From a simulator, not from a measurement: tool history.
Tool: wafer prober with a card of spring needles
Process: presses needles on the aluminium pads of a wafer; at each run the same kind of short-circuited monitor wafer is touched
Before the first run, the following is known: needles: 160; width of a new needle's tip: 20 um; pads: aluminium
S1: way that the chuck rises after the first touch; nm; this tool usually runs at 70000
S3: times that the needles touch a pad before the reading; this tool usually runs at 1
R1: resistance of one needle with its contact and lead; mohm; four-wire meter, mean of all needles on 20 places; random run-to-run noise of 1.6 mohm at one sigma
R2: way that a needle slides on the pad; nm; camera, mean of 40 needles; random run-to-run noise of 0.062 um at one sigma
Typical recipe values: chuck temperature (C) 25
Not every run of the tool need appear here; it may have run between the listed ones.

Run 1, day 0: usual settings. Result: R1 287 mohm, R2 18070 nm.
At day 0.079: tips cleaned on abrasive film.
At day 0.279: tips cleaned on abrasive film.
Run 2, day 0.317: usual settings but chuck temperature (C) 28. Result: R1 214 mohm, R2 17860 nm.
At day 0.496: tips cleaned on abrasive film.
Run 3, day 0.662: usual settings. Result: R1 310 mohm, R2 18020 nm.
At day 0.725: tips cleaned on abrasive film.
At day 0.946: tips cleaned on abrasive film.
Run 4, day 0.954: usual settings. Result: R1 172 mohm, R2 17870 nm.
At day 1.142: tips cleaned on abrasive film.
Run 5, day 1.142: usual settings. Result: R1 165 mohm, R2 17920 nm.
At day 1.358: tips cleaned on abrasive film.
At day 1.525: tips cleaned on abrasive film, once more.
Run 6, day 1.583: usual settings. Result: R1 223 mohm, R2 17770 nm.
At day 1.738: tips cleaned on abrasive film.
Run 7, day 1.771: usual settings but S1 58000 nm. Result: R1 228 mohm, R2 14540 nm.
At day 1.95: tips cleaned on abrasive film.
Run 8, day 2.071: usual settings but S1 58000 nm. Result: R1 347 mohm, R2 14480 nm.
At day 2.179: tips cleaned on abrasive film.
Run 9, day 2.279: usual settings but S1 58000 nm. Result: R1 316 mohm, R2 14580 nm.
At day 2.392: tips cleaned on abrasive film.
At day 2.604: tips cleaned on abrasive film.
At day 2.671: height of the first contact set anew.
Run 10, day 2.717: usual settings but S1 76000 nm. Result: R1 239 mohm, R2 20020 nm.
At day 2.821: tips cleaned on abrasive film.
At day 3.025: tips cleaned on abrasive film.
Run 11, day 3.1: usual settings but S1 76000 nm. Result: R1 224 mohm, R2 19980 nm.
At day 3.229: tips cleaned on abrasive film.
Run 12, day 3.362: usual settings but S1 87000 nm, chuck temperature (C) 38, S3 3. Result: R1 179 mohm, R2 22960 nm.

Run 13, settings as shown, results not yet in. Your forecast:
At day 3.438: tips cleaned on abrasive film.
At day 3.646: tips cleaned on abrasive film.
Run 13, day 3.746: usual settings but S1 87000 nm, chuck temperature (C) 38, S3 3. Result: R1 ?, R2 ?.

{"run 13": {"R1": 177, "R2": 22920}}
With no hidden state in the tool, this same run would have given R1 149 mohm, R2 23040 nm.

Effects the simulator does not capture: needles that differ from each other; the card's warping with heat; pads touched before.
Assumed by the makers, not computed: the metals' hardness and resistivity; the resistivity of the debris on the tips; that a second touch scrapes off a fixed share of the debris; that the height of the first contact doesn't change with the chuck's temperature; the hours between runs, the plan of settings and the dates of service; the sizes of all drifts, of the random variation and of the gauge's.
